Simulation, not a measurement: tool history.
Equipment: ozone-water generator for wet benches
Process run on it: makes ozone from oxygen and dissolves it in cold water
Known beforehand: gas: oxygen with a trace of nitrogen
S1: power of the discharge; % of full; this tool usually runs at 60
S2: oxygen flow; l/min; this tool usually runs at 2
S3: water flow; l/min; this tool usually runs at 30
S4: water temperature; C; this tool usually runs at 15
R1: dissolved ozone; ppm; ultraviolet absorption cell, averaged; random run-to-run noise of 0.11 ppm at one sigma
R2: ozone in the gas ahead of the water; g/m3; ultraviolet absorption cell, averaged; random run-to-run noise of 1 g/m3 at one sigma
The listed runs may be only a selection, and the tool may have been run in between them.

| run | day | S1 | S2 | S3 | S4 | R1 | R2 |
|---|---|---|---|---|---|---|---|
| 1 | 0 | 60 | 2 | 30 | 15 | 8.7 | 181.8 |
| 2 | 1.804 | 60 | 2 | 30 | 12 | 8.8 | 181.3 |
| 3 | 4.229 | 60 | 2 | 30 | 15 | 8.8 | 182.3 |
| 4 | 7.546 | 60 | 2 | 26 | 15 | 10.1 | 179.9 |
| 5 | 9.996 | 60 | 2 | 30 | 15 | 8.8 | 181.1 |
| 6 | 12.442 | 60 | 2 | 30 | 15 | 8.9 | 180.6 |
| 7 | 14.075 | 60 | 1.02 | 30 | 15 | 7.7 | 288.1 |
| 8 | 16.279 | 60 | 1.02 | 30 | 15 | 7.8 | 290.4 |
| 9 | 17.812 | 60 | 1.44 | 30 | 15 | 8.2 | 227.6 |
| 10 | 20.35 | 60 | 1.44 | 30 | 15 | 8.3 | 229.8 |
| 11 | 22.304 | 60 | 2 | 23 | 15 | 11.5 | 184.2 |
| 12 | 24.142 | 60 | 2 | 30 | 15 | 8.7 | 183.1 |
| 13 | 27.304 | 60 | 2 | 30 | 15 | 8.7 | 182.4 |
| 14 | 30.833 | 60 | 2 | 30 | 15 | 8.7 | 183.2 |
| 15 | 32.792 | 60 | 2 | 30 | 15 | 8.7 | 185.1 |
| 16 | 34.454 | 60 | 2 | 30 | 15 | 9 | 184.4 |
| 17 | 36.508 | 60 | 2 | 30 | 15 | 8.7 | 186.6 |
| 18 | 40.088 | 60 | 2 | 30 | 15 | 8.8 | 184.3 |
| 19 | 42.171 | 85 | 1.6 | 34 | 10 | 10.3 | 298.8 |
| 20 | 45.088 | 85 | 1.2 | 34 | 17 | 9.2 | 362.3 |
| 21 | 47.192 | 60 | 2 | 31 | 11 | 8.5 | 184.5 |
| 22 | 49.558 | 60 | 2 | 46 | 9 | 5.5 | 183.6 |
| 23 | 51.671 | 60 | 2 | 46 | 9 | 5.4 | 183.9 |
| 24 | 54.979 | 53 | 2 | 30 | 18 | 7.7 | 164.8 |
| 25 | 57.933 | 53 | 2 | 30 | 18 | 7.7 | 164.8 |
| 26 | 61.308 | 53 | 2 | 30 | 18 | 7.5 | 167.1 |
| 27 | 63.375 | 60 | 2 | 33 | 13 | 7.8 | 184.4 |
| 28 | 66.662 | 43 | 2 | 19 | 13 | 10.5 | 136 |
| 29 | 69.179 | 43 | 2 | 19 | 13 | 10.3 | 138.1 |

4 ways to go on from here, each from the tool as it stands after run 29. What would each give?
|  | 71.629 | gauge calibrated |
| A | 72.504 | 43 | 1.15 | 19 | 15 | ? | ? |
|  | 71.629 | gauge calibrated |
| B | 72.504 | 60 | 2 | 38 | 15 | ? | ? |
|  | 71.629 | gauge calibrated |
| C | 72.504 | 42 | 1.31 | 19 | 13 | ? | ? |
|  | 71.629 | gauge calibrated |
| D | 72.504 | 60 | 2 | 30 | 13 | ? | ? |

| run | R1 | R2 |
|---|---|---|
| A | 9.6 | 196 |
| B | 6.7 | 182.2 |
| C | 9.5 | 174.9 |
| D | 8.9 | 182.8 |
The same runs, with their run-to-run variation unchanged, on a tool lacking any hidden condition would have given:
| run | R1 | R2 |
|---|---|---|
| A | 9.6 | 196 |
| B | 6.7 | 182.2 |
| C | 9.5 | 174.8 |
| D | 8.9 | 182.8 |
